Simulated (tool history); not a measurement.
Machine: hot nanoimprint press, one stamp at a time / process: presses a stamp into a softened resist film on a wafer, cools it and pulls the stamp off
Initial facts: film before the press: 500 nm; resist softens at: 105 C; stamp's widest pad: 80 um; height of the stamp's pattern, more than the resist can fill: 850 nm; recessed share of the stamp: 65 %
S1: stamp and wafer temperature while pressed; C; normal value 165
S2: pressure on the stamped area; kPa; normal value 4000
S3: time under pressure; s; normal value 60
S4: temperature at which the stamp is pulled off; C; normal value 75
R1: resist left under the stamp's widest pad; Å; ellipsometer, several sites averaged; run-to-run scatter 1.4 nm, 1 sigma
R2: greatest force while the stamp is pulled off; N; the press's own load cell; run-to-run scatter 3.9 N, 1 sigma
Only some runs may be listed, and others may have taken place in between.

{"run": 1, "hour": 0.0, "S1": 165, "S2": 4000, "S3": 60, "S4": 75, "R1": 2312, "R2": 190}
{"run": 2, "hour": 22.7, "S1": 165, "S2": 4000, "S3": 60, "S4": 75, "R1": 2346, "R2": 204}
{"run": 3, "hour": 41.6, "S1": 165, "S2": 4000, "S3": 60, "S4": 70, "R1": 2368, "R2": 204}
{"run": 4, "hour": 84.4, "S1": 162, "S2": 4000, "S3": 60, "S4": 70, "R1": 2621, "R2": 217}
{"run": 5, "hour": 120.2, "S1": 162, "S2": 4000, "S3": 60, "S4": 70, "R1": 2625, "R2": 214}
{"run": 6, "hour": 158.4, "S1": 170, "S2": 4000, "S3": 60, "S4": 70, "R1": 1972, "R2": 219}
{"run": 7, "hour": 195.8, "S1": 170, "S2": 4000, "S3": 60, "S4": 70, "R1": 1941, "R2": 216}
{"hour": 225.5, "done": "plate thermocouple calibrated"}
{"run": 8, "hour": 241.5, "S1": 163, "S2": 4000, "S3": 60, "S4": 70, "R1": 2443, "R2": 225}
{"run": 9, "hour": 261.8, "S1": 163, "S2": 4000, "S3": 60, "S4": 70, "R1": 2419, "R2": 227}
{"run": 10, "hour": 303.2, "S1": 165, "S2": 4000, "S3": 60, "S4": 75, "R1": 2262, "R2": 220}
{"run": 11, "hour": 335.1, "S1": 165, "S2": 6120, "S3": 60, "S4": 75, "R1": 1803, "R2": 212}
{"run": 12, "hour": 356.5, "S1": 165, "S2": 6120, "S3": 60, "S4": 75, "R1": 1796, "R2": 212}
{"run": 13, "hour": 379.2, "S1": 165, "S2": 6120, "S3": 60, "S4": 75, "R1": 1772, "R2": 214}
{"run": 14, "hour": 398.9, "S1": 168, "S2": 4000, "S3": 60, "S4": 75, "R1": 2045, "R2": 223}
{"run": 15, "hour": 441.9, "S1": 168, "S2": 4000, "S3": 60, "S4": 75, "R1": 2040, "R2": 219}
{"hour": 471.4, "done": "press's hydraulic seals changed and the load cell set to zero"}
{"run": 16, "hour": 475.5, "S1": 165, "S2": 4350, "S3": 60, "S4": 75, "R1": 2183, "R2": 217}
{"run": 17, "hour": 505.9, "S1": 160, "S2": 2860, "S3": 60, "S4": 66, "R1": 3166, "R2": 255}
{"run": 18, "hour": 544.4, "S1": 160, "S2": 2860, "S3": 60, "S4": 66, "R1": 3199, "R2": 258}
{"hour": 563.7, "done": "stamp cleaned and given a new release coat"}
{"run": 19, "hour": 574.5, "S1": 160, "S2": 2860, "S3": 60, "S4": 66, "R1": 3169, "R2": 216}
{"run": 20, "hour": 602.4, "S1": 162, "S2": 4000, "S3": 60, "S4": 75, "R1": 2570, "R2": 187}
{"run": 21, "hour": 629.8, "S1": 162, "S2": 4000, "S3": 60, "S4": 73, "R1": 2533, "R2": 208}
{"run": 22, "hour": 655.9, "S1": 162, "S2": 4000, "S3": 60, "S4": 73, "R1": 2559, "R2": 195}
{"run": 23, "hour": 695.6, "S1": 163, "S2": 4000, "S3": 71, "S4": 71, "R1": 2341, "R2": 215}
{"run": 24, "hour": 723.5, "S1": 165, "S2": 4590, "S3": 92, "S4": 70, "R1": 1817, "R2": 220}
{"run": 25, "hour": 763.5, "S1": 162, "S2": 5240, "S3": 60, "S4": 75, "R1": 2224, "R2": 205}
{"run": 26, "hour": 783.0, "S1": 165, "S2": 4000, "S3": 115, "S4": 75, "R1": 1849, "R2": 205}
{"run": 27, "hour": 806.6, "S1": 158, "S2": 3230, "S3": 99, "S4": 61, "R1": 2840, "R2": 233}
{"run": 28, "hour": 825.6, "S1": 164, "S2": 3960, "S3": 103, "S4": 75, "R1": 1996, "R2": 205}
{"run": 29, "hour": 860.3, "S1": 164, "S2": 3960, "S3": 103, "S4": 75, "R1": 2002, "R2": 211}

Here are 5 independent what-if runs from the current tool condition. What would each one return?
{"run": "A", "hour": 894.2, "S1": 165, "S2": 4000, "S3": 37, "S4": 75, "R1": "?", "R2": "?"}
{"run": "B", "hour": 894.2, "S1": 169, "S2": 6080, "S3": 103, "S4": 75, "R1": "?", "R2": "?"}
{"run": "C", "hour": 894.2, "S1": 164, "S2": 5370, "S3": 103, "S4": 68, "R1": "?", "R2": "?"}
{"run": "D", "hour": 894.2, "S1": 164, "S2": 2870, "S3": 60, "S4": 77, "R1": "?", "R2": "?"}
{"run": "E", "hour": 894.2, "S1": 174, "S2": 3960, "S3": 31, "S4": 62, "R1": "?", "R2": "?"}

run=A R1=2662 R2=214
run=B R1=1278 R2=216
run=C R1=1680 R2=230
run=D R1=2856 R2=209
run=E R1=2089 R2=241
Stripped of hidden state, with their random variation kept, the same runs would have yielded:
run=A R1=2600 R2=192
run=B R1=1244 R2=195
run=C R1=1634 R2=207
run=D R1=2791 R2=188
run=E R1=2041 R2=217

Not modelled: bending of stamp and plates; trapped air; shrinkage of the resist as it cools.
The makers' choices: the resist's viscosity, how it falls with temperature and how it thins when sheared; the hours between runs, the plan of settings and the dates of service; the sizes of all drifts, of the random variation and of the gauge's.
